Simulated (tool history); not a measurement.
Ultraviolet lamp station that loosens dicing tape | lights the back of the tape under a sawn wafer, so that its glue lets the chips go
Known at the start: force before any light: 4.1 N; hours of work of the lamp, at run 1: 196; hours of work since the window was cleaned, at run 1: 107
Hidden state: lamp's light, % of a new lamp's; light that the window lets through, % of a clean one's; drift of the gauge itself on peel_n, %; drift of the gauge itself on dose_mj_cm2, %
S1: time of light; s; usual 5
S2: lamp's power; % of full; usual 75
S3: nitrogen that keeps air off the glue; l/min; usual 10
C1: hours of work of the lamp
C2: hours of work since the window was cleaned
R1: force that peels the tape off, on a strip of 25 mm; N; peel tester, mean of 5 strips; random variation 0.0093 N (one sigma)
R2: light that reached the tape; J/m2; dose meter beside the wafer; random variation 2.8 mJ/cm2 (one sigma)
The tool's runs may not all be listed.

| run | hour | S1 | S2 | S3 | C1 | C2 | R1 | R2 |
|---|---|---|---|---|---|---|---|---|
| 1 | 0 | 5 | 75 | 10 | 196 | 107 | 0.398 | 4030 |
| 2 | 41.1 | 5 | 75 | 10 | 215 | 126 | 0.387 | 4000 |
| 3 | 89.1 | 5 | 75 | 10 | 237 | 148 | 0.385 | 3960 |
| 4 | 122.2 | 5 | 75 | 9 | 252 | 163 | 0.416 | 3970 |
| 5 | 157.8 | 5 | 75 | 4 | 268 | 179 | 0.663 | 4020 |
| 6 | 195.6 | 5 | 75 | 4 | 285 | 196 | 0.668 | 4000 |
| 7 | 221.3 | 5 | 75 | 4 | 297 | 208 | 0.643 | 4000 |
| 8 | 260.7 | 5 | 75 | 3 | 315 | 226 | 0.763 | 3970 |
| 9 | 291.3 | 5 | 75 | 10 | 329 | 240 | 0.382 | 4020 |
| 10 | 322.2 | 5 | 62 | 10 | 343 | 254 | 0.535 | 3330 |
| 11 | 357.9 | 5 | 75 | 10 | 359 | 270 | 0.383 | 4010 |
| 12 | 400.2 | 5 | 75 | 10 | 378 | 289 | 0.404 | 4030 |
| 13 | 431.3 | 5 | 75 | 10 | 392 | 304 | 0.387 | 4080 |
| 14 | 457.6 | 5 | 75 | 10 | 404 | 316 | 0.391 | 4070 |
|  | 510.8 | window cleaned of glue's vapour |
| 15 | 513.5 | 5 | 75 | 10 | 430 | 1 | 0.382 | 4000 |
| 16 | 566.8 | 3 | 75 | 10 | 454 | 25 | 0.842 | 2420 |
| 17 | 623.6 | 3 | 75 | 10 | 480 | 51 | 0.85 | 2420 |
| 18 | 679.8 | 3 | 75 | 10 | 505 | 77 | 0.872 | 2420 |
| 19 | 727.6 | 3 | 75 | 10 | 527 | 99 | 0.823 | 2430 |
| 20 | 764 | 5 | 75 | 10 | 544 | 115 | 0.392 | 3990 |
| 21 | 811.3 | 5 | 75 | 10 | 565 | 137 | 0.379 | 4030 |
| 22 | 845.1 | 4 | 63 | 10 | 580 | 152 | 0.702 | 2680 |
| 23 | 873.8 | 4 | 63 | 10 | 594 | 165 | 0.728 | 2690 |
| 24 | 913.1 | 5 | 87 | 11 | 611 | 183 | 0.302 | 4600 |
| 25 | 952 | 5 | 87 | 11 | 629 | 201 | 0.301 | 4630 |
| 26 | 979.2 | 2 | 94 | 10 | 641 | 213 | 1.096 | 1970 |
| 27 | 1010.8 | 5 | 95 | 13 | 656 | 227 | 0.251 | 5040 |
| 28 | 1047.7 | 5 | 95 | 13 | 673 | 244 | 0.251 | 5080 |
| 29 | 1098.8 | 5 | 95 | 13 | 696 | 267 | 0.258 | 5130 |
| 30 | 1146.9 | 5 | 95 | 13 | 718 | 289 | 0.259 | 5120 |
| 31 | 1188.3 | 6 | 62 | 10 | 737 | 308 | 0.386 | 3980 |
| 32 | 1214 | 5 | 75 | 3 | 748 | 320 | 0.75 | 3990 |
|  | 1255.3 | window cleaned of glue's vapour |
| 33 | 1255.3 | 5 | 75 | 7 | 767 | 0 | 0.455 | 4030 |
| 34 | 1294.8 | 5 | 75 | 7 | 785 | 18 | 0.467 | 4030 |
| 35 | 1342.3 | 7 | 93 | 7 | 806 | 40 | 0.233 | 6990 |
| 36 | 1384.6 | 3 | 84 | 14 | 826 | 59 | 0.611 | 2700 |
| 37 | 1413 | 7 | 81 | 11 | 839 | 72 | 0.249 | 6100 |
| 38 | 1437.9 | 7 | 81 | 11 | 850 | 83 | 0.229 | 6070 |
| 39 | 1482.4 | 7 | 81 | 11 | 870 | 103 | 0.229 | 6030 |
| 40 | 1506.9 | 2 | 65 | 10 | 881 | 114 | 1.602 | 1390 |
| 41 | 1540.7 | 2 | 65 | 10 | 897 | 130 | 1.57 | 1390 |
| 42 | 1567.4 | 5 | 69 | 3 | 909 | 142 | 0.918 | 3750 |

3 ways to go on from here, each from the tool as it stands after run 42. What would each give?
| A | 1621.7 | 4 | 79 | 3 | 933 | 167 | ? | ? |
| B | 1621.7 | 5 | 77 | 4 | 933 | 167 | ? | ? |
| C | 1621.7 | 3 | 97 | 9 | 933 | 167 | ? | ? |

| run | R1 | R2 |
|---|---|---|
| A | 0.96 | 3360 |
| B | 0.637 | 4090 |
| C | 0.62 | 3120 |
Without the tool's hidden state the same runs would have given:
| run | R1 | R2 |
|---|---|---|
| A | 0.958 | 3370 |
| B | 0.635 | 4100 |
| C | 0.618 | 3120 |

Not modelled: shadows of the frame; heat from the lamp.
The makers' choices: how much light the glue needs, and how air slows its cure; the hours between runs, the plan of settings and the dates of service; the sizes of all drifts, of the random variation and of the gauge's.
